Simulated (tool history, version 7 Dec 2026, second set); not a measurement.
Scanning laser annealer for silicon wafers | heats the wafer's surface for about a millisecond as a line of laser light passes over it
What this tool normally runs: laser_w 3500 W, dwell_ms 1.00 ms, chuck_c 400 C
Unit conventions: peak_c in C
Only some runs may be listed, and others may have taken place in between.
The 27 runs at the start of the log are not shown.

run     day  laser_w  dwell_ms  chuck_c  peak_c
 28  59.300     3656      0.96      368    1115
 29  60.746     3746      1.02      368    1154
 30  63.712     3500      1.00      386    1103
 31  66.358     3839      1.14      379    1219
 32  69.262     3839      1.14      379    1216
     70.112  -- window over the wafer cleaned
 33  72.012     3839      1.14      379    1239
 34  73.842     3669      0.73      383    1053
 35  75.467     3500      1.24      400    1193
 36  78.146     3113      1.00      435    1063
 37  80.954     3113      1.00      435    1060
 38  82.642     3500      0.79      400    1046

5 options for the next run, each taken on its own from the tool as it stands now. Forecast them:
  A  84.467     3500      1.20      400       ?
  B  84.467     3127      0.83      400       ?
  C  84.467     3559      0.94      400       ?
  D  84.467     3500      1.08      400       ?
  E  84.467     3690      1.00      400       ?

run  peak_c
  A    1170
  B     981
  C    1108
  D    1134
  E    1158
What these runs would have given with no unlogged condition in the tool:
run  peak_c
  A    1216
  B    1015
  C    1150
  D    1178
  E    1202
